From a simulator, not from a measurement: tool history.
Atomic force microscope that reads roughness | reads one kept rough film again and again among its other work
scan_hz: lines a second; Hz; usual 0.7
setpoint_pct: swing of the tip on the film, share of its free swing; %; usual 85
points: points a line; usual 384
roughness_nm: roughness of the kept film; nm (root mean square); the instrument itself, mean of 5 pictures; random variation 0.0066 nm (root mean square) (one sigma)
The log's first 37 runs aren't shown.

run    hour  scan_hz  setpoint_pct  points  roughness_nm
 38  1103.7    2.038            88     311         1.119
 39    1135    2.038            60     311          1.31
     1167.4  -- new tip fitted
 40  1167.4    1.815            85     842         1.211
 41  1206.2    1.191            60     639         1.359
 42  1232.9      0.7            85     663         1.321
 43  1257.3    0.756            75     384         1.319
 44  1277.8    2.084            69     384         1.268
 45  1322.8    2.084            69     384          1.28
 46  1366.9    1.816            66     688         1.318
 47  1408.2      0.7            58     809         1.373
     1446.4  -- new tip fitted
 48  1453.3    3.341            58     647         1.326
 49  1479.2    2.206            87     470          1.14
 50  1520.7    2.206            87     470         1.131

4 ways to go on from here, each from the tool as it stands after run 50. What would each give?
  A  1562.9    0.928            56     474             ?
  B  1562.9     0.83            56     779             ?
  C  1562.9    0.953            58     260             ?
  D  1562.9    2.724            59     358             ?

run  roughness_nm
  A          1.36
  B         1.376
  C         1.334
  D         1.305
Without the tool's hidden state the same runs would have given:
run  roughness_nm
  A         1.362
  B         1.378
  C         1.336
  D         1.307
